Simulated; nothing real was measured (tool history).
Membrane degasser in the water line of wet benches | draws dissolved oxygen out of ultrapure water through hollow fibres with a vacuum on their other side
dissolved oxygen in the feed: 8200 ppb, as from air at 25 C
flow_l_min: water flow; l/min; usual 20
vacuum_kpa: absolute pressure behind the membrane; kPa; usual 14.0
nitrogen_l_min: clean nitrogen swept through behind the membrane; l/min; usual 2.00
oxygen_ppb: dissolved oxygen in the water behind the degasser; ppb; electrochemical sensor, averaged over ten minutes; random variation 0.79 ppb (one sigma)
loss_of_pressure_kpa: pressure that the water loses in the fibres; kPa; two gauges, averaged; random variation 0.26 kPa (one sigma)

Run 1, hour 0.0: usual settings. Result: oxygen_ppb 256.9 ppb, loss_of_pressure_kpa 70.21 kPa.
Run 2, hour 32.5: usual settings. Result: oxygen_ppb 255.8 ppb, loss_of_pressure_kpa 70.61 kPa.
At hour 54.9: vacuum gauge calibrated.
Run 3, hour 100.5: usual settings. Result: oxygen_ppb 257.2 ppb, loss_of_pressure_kpa 70.90 kPa.
Run 4, hour 159.0: usual settings but nitrogen_l_min 3.63 l/min. Result: oxygen_ppb 148.7 ppb, loss_of_pressure_kpa 70.03 kPa.
Run 5, hour 232.4: usual settings but nitrogen_l_min 3.63 l/min. Result: oxygen_ppb 148.7 ppb, loss_of_pressure_kpa 70.66 kPa.
Run 6, hour 283.3: usual settings but nitrogen_l_min 3.63 l/min. Result: oxygen_ppb 149.2 ppb, loss_of_pressure_kpa 70.41 kPa.
At hour 336.0: vacuum gauge calibrated, once more.
Run 7, hour 344.3: usual settings. Result: oxygen_ppb 251.5 ppb, loss_of_pressure_kpa 70.89 kPa.
Run 8, hour 422.9: usual settings. Result: oxygen_ppb 253.0 ppb, loss_of_pressure_kpa 70.23 kPa.
Run 9, hour 495.7: usual settings. Result: oxygen_ppb 253.2 ppb, loss_of_pressure_kpa 70.69 kPa.
Run 10, hour 549.3: usual settings. Result: oxygen_ppb 252.9 ppb, loss_of_pressure_kpa 70.89 kPa.
Run 11, hour 599.5: usual settings. Result: oxygen_ppb 251.5 ppb, loss_of_pressure_kpa 70.66 kPa.
Run 12, hour 638.0: usual settings but nitrogen_l_min 1.52 l/min. Result: oxygen_ppb 322.9 ppb, loss_of_pressure_kpa 71.01 kPa.
Run 13, hour 717.8: usual settings but nitrogen_l_min 3.68 l/min. Result: oxygen_ppb 143.8 ppb, loss_of_pressure_kpa 70.92 kPa.
Run 14, hour 792.8: usual settings but vacuum_kpa 10.2 kPa, nitrogen_l_min 3.68 l/min. Result: oxygen_ppb 95.5 ppb, loss_of_pressure_kpa 71.63 kPa.
Run 15, hour 872.3: usual settings but vacuum_kpa 9.3 kPa, nitrogen_l_min 1.10 l/min. Result: oxygen_ppb 248.1 ppb, loss_of_pressure_kpa 70.71 kPa.
Run 16, hour 941.0: usual settings but flow_l_min 25 l/min, vacuum_kpa 12.8 kPa, nitrogen_l_min 1.10 l/min. Result: oxygen_ppb 463.1 ppb, loss_of_pressure_kpa 88.66 kPa.
Run 17, hour 998.5: usual settings but nitrogen_l_min 4.40 l/min. Result: oxygen_ppb 122.6 ppb, loss_of_pressure_kpa 70.57 kPa.
Run 18, hour 1065.2: usual settings but nitrogen_l_min 4.40 l/min. Result: oxygen_ppb 122.3 ppb, loss_of_pressure_kpa 71.08 kPa.
Run 19, hour 1101.9: usual settings but flow_l_min 28 l/min, vacuum_kpa 19.4 kPa. Result: oxygen_ppb 506.6 ppb, loss_of_pressure_kpa 99.80 kPa.
Run 20, hour 1137.2: usual settings but flow_l_min 14 l/min, vacuum_kpa 19.4 kPa, nitrogen_l_min 2.69 l/min. Result: oxygen_ppb 203.2 ppb, loss_of_pressure_kpa 49.55 kPa.
Run 21, hour 1212.7: usual settings but flow_l_min 14 l/min, vacuum_kpa 19.4 kPa, nitrogen_l_min 2.69 l/min. Result: oxygen_ppb 203.2 ppb, loss_of_pressure_kpa 49.62 kPa.
Run 22, hour 1258.9: usual settings but flow_l_min 14 l/min, vacuum_kpa 19.4 kPa, nitrogen_l_min 2.69 l/min. Result: oxygen_ppb 205.1 ppb, loss_of_pressure_kpa 49.57 kPa.
Run 23, hour 1296.2: usual settings but flow_l_min 16 l/min, vacuum_kpa 30.7 kPa, nitrogen_l_min 2.89 l/min. Result: oxygen_ppb 358.2 ppb, loss_of_pressure_kpa 56.98 kPa.

Some steps in oxygen_ppb between neighbouring runs. How much of each would the tool show without its hidden state too (settings, what came in, random variation), and how much is left for the hidden state, with any gauge scatter that isn't in both results?
The hidden state here: membrane still open, %; true pressure behind the membrane over the reading, kPa; air that leaks in behind the membrane, l/min; drift of the gauge itself on oxygen_ppb, %; drift of the gauge itself on loss_of_pressure_kpa, %.
Run 3 -> 4: nitrogen_l_min 2.00 -> 3.63. oxygen_ppb -108.5 ppb: hidden state -2.3, all else -106.2.
Run 6 -> 7: nitrogen_l_min 3.63 -> 2.00, vacuum gauge calibrated, once more. oxygen_ppb +102.3 ppb: hidden state -2.6, all else +104.9.
Run 16 -> 17: flow_l_min 25 -> 20, vacuum_kpa 12.8 -> 14.0, nitrogen_l_min 1.10 -> 4.40. oxygen_ppb -340.5 ppb: hidden state -1.7, all else -338.8.
Run 18 -> 19: flow_l_min 20 -> 28, vacuum_kpa 14.0 -> 19.4, nitrogen_l_min 4.40 -> 2.00. oxygen_ppb +384.3 ppb: hidden state +2.0, all else +382.3.

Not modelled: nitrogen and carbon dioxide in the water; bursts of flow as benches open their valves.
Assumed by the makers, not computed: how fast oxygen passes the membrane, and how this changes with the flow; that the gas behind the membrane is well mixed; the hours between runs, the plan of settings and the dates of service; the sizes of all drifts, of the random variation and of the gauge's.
